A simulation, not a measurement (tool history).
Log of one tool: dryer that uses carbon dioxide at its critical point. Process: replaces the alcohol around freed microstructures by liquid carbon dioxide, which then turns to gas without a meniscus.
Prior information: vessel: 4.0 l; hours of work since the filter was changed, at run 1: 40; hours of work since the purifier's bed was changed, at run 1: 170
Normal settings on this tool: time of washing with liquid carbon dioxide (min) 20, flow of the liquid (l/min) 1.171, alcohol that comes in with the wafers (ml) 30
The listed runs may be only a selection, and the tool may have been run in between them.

| run | hour | time of washing with liquid carbon dioxide (min) | flow of the liquid (l/min) | alcohol that comes in with the wafers (ml) | hours of work since the filter was changed | hours of work since the purifier's bed was changed | alcohol left in the vessel before it's heated (ppm by volume) |
|---|---|---|---|---|---|---|---|
| 1 | 0 | 20 | 1.171 | 30 | 40 | 170 | 75 |
| 2 | 22.6 | 20 | 1.171 | 30 | 54 | 184 | 91 |
| 3 | 39.2 | 18 | 1.171 | 30 | 64 | 193 | 108 |
| 4 | 57.3 | 18 | 1.171 | 30 | 74 | 204 | 116 |
| 5 | 71 | 18 | 1.171 | 30 | 82 | 212 | 119 |
| 6 | 85 | 18 | 1.171 | 30 | 91 | 221 | 121 |
| 7 | 112.9 | 18 | 1.171 | 30 | 107 | 237 | 122 |
| 8 | 131.5 | 18 | 1.171 | 30 | 118 | 248 | 129 |
| 9 | 154.3 | 14 | 1.171 | 30 | 132 | 262 | 259 |
| 10 | 185.8 | 22 | 1.171 | 30 | 150 | 280 | 93 |
| 11 | 215 | 22 | 1.171 | 30 | 167 | 297 | 90 |
| 12 | 235.5 | 20 | 0.75 | 30 | 180 | 310 | 360 |
| 13 | 263.6 | 20 | 1.171 | 30 | 196 | 326 | 113 |
| 14 | 277.4 | 20 | 1.171 | 30 | 204 | 334 | 128 |
| 15 | 304.4 | 20 | 1.171 | 30 | 220 | 350 | 131 |
| 16 | 331.2 | 20 | 1.171 | 30 | 236 | 366 | 137 |
| 17 | 360.3 | 20 | 1.171 | 30 | 253 | 383 | 130 |
| 18 | 373.2 | 20 | 1.171 | 30 | 261 | 391 | 136 |
| 19 | 387.7 | 22 | 1.171 | 30 | 270 | 400 | 118 |
| 20 | 418.2 | 22 | 0.86 | 30 | 288 | 418 | 237 |
| 21 | 445.4 | 20 | 1.21 | 30 | 304 | 434 | 139 |
| 22 | 467.2 | 20 | 1.21 | 30 | 317 | 447 | 150 |
| 23 | 496.7 | 20 | 0.89 | 30 | 334 | 464 | 292 |
| 24 | 525.2 | 20 | 0.89 | 30 | 351 | 481 | 305 |
| 25 | 553.3 | 20 | 0.89 | 62 | 368 | 498 | 535 |
| 26 | 575.9 | 20 | 0.89 | 62 | 381 | 511 | 527 |
| 27 | 589.6 | 20 | 1.95 | 22 | 389 | 519 | 110 |
|  | 601.6 | inlet filter changed |
| 28 | 620.3 | 20 | 1.24 | 30 | 11 | 537 | 145 |
| 29 | 633.3 | 20 | 1.171 | 84 | 19 | 544 | 219 |
| 30 | 647.5 | 20 | 0.71 | 22 | 27 | 553 | 349 |
| 31 | 670.7 | 20 | 0.71 | 22 | 41 | 566 | 351 |
| 32 | 695.2 | 20 | 0.71 | 22 | 55 | 581 | 358 |
| 33 | 718.8 | 20 | 0.78 | 30 | 69 | 595 | 360 |
| 34 | 742.3 | 20 | 0.78 | 30 | 83 | 609 | 364 |
| 35 | 766.1 | 20 | 1.91 | 30 | 97 | 623 | 133 |
| 36 | 795 | 15 | 1.91 | 33 | 114 | 640 | 150 |
| 37 | 809.1 | 29 | 0.82 | 26 | 123 | 648 | 180 |
| 38 | 840.3 | 31 | 0.82 | 69 | 141 | 667 | 210 |
| 39 | 869 | 19 | 0.85 | 30 | 158 | 684 | 370 |
| 40 | 891.8 | 22 | 1.72 | 26 | 172 | 697 | 147 |
| 41 | 912.3 | 22 | 1.72 | 26 | 184 | 709 | 137 |
| 42 | 939.8 | 20 | 1.171 | 30 | 200 | 726 | 206 |
| 43 | 955.9 | 27 | 1.25 | 30 | 210 | 735 | 150 |
| 44 | 981.4 | 20 | 1.171 | 38 | 225 | 750 | 225 |
| 45 | 1000.6 | 16 | 1.171 | 55 | 236 | 762 | 420 |
| 46 | 1021.5 | 16 | 1.171 | 55 | 248 | 774 | 417 |
| 47 | 1036 | 15 | 1.55 | 77 | 257 | 783 | 291 |

4 ways to go on from here, each from the tool as it stands after run 47. What would each give?
| A | 1058.4 | 17 | 1.11 | 32 | 270 | 796 | ? |
| B | 1058.4 | 18 | 1.03 | 30 | 270 | 796 | ? |
| C | 1058.4 | 17 | 1.01 | 21 | 270 | 796 | ? |
| D | 1058.4 | 26 | 1.55 | 77 | 270 | 796 | ? |

| run | alcohol left in the vessel before it's heated (ppm by volume) |
|---|---|
| A | 317 |
| B | 314 |
| C | 312 |
| D | 160 |
Without the tool's unlogged condition, the same runs would have read:
| run | alcohol left in the vessel before it's heated (ppm by volume) |
|---|---|
| A | 112 |
| B | 106 |
| C | 109 |
| D | 1 |
